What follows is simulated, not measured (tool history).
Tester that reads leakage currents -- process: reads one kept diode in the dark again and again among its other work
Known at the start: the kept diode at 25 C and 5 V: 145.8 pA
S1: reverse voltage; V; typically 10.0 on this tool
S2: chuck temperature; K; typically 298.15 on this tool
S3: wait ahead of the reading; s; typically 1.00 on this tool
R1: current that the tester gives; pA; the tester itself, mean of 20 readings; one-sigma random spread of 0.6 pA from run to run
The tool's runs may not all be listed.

run	hour	S1	S2	S3	R1
1	0.0	10.0	298.15	1.00	199.39
2	101.5	10.0	328.15	1.00	2298.11
3	186.3	10.0	328.15	1.00	2302.44
4	295.5	10.0	298.15	1.00	199.48
5	400.5	10.0	301.15	1.00	259.05
6	491.6	2.0	298.15	1.00	98.47
7	603.6	2.0	298.15	1.00	98.24
8	679.5	10.0	317.15	1.00	991.64
9	790.8	10.0	317.15	1.00	987.36
10	898.1	10.0	317.15	1.00	990.45
# hour 935.0: tester calibrated
11	992.9	10.0	298.15	1.00	199.77
12	1052.3	10.0	298.15	1.00	200.00
13	1127.6	10.0	298.15	1.00	199.59
14	1208.6	10.0	298.15	1.00	200.01
15	1282.3	10.0	298.15	7.79	198.96
16	1386.5	10.0	298.15	7.79	198.16
17	1434.1	10.0	298.15	7.79	196.38
18	1519.7	1.5	298.15	1.00	86.60
19	1574.4	1.5	298.15	1.00	86.77
20	1672.5	1.5	298.15	1.00	87.13
21	1780.6	1.4	298.15	1.10	84.23
22	1882.7	1.4	298.15	1.10	84.43
23	1941.5	1.9	309.15	1.10	250.56
24	2051.3	1.9	309.15	1.10	250.68
25	2108.5	8.1	309.15	1.10	469.19
26	2156.9	7.6	314.15	1.80	687.61
27	2238.4	7.6	314.15	1.80	696.46
28	2350.2	1.8	298.15	7.80	93.37
# hour 2413.7: chuck's temperature calibrated
29	2413.7	1.8	293.15	1.92	59.44
30	2487.4	1.8	293.15	1.92	59.41
# hour 2586.2: probe card cleaned and baked
31	2595.6	15.1	302.15	0.54	343.00
32	2693.8	15.1	302.15	0.54	343.59
33	2800.4	2.7	298.15	8.05	111.80

What would each run have given without the hidden state, its run-to-run variation left as it was?
Hidden state present: stray current of the dirty probe card, pA a volt; current scale over the true one, %; true chuck temperature over the reading, C; drift of the gauge itself on leakage_pa, %.
run	R1
1	199.23
2	2297.33
3	2301.59
4	199.27
5	258.81
6	98.40
7	98.15
8	990.97
9	986.63
10	989.68
11	199.49
12	199.72
13	199.29
14	199.70
15	198.64
16	197.83
17	196.05
18	86.50
19	86.66
20	87.02
21	84.12
22	84.31
23	250.26
24	250.36
25	468.51
26	686.69
27	695.50
28	93.21
29	59.40
30	59.37
31	342.95
32	343.53
33	111.77
